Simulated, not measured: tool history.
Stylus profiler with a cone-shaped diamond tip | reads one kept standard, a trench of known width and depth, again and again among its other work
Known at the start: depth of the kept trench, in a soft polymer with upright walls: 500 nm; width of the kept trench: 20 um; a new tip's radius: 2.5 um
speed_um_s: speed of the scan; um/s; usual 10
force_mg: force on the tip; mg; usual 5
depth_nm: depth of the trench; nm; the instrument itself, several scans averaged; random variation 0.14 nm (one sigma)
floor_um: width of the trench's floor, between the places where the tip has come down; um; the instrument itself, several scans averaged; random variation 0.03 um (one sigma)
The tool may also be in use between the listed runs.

run   hour  speed_um_s  force_mg  depth_nm  floor_um
  1      0          10         5    506.95      15.1
  2     27          10         5    507.04     15.16
  3   86.3          10         5    506.77     15.03
  4  139.8          10         5    506.99     14.98
  5  185.8          10         5    507.12     14.91
  6  214.2           5         5    506.69     14.91
  7    275           5         5    506.77     14.85
  8  327.9           5     12.22    514.25     14.76
  9  374.4          38         5    506.59     14.61
 10  404.7           5      6.24    508.11     14.73
 11  467.7          15     11.25    512.97     14.62
       497  -- new tip fitted, height scale calibrated
 12  533.3           7      2.77    506.46     16.99
 13  578.7           5     14.82    518.65      16.9
 14  606.2           7      6.56    510.44     16.83

Forecast each of these 4 alternatives for the next run:
  A  649.6           3      4.06         ?         ?
  B  649.6          10      2.81         ?         ?
  C  649.6          21      7.23         ?         ?
  D  649.6           7      11.2         ?         ?

run  depth_nm  floor_um
  A    507.71     16.79
  B    505.99     16.74
  C    511.31     16.67
  D    515.09     16.73
Without the tool's hidden state the same runs would have given:
run  depth_nm  floor_um
  A    507.87     17.01
  B    506.15     16.95
  C    511.48     16.88
  D    515.25     16.95
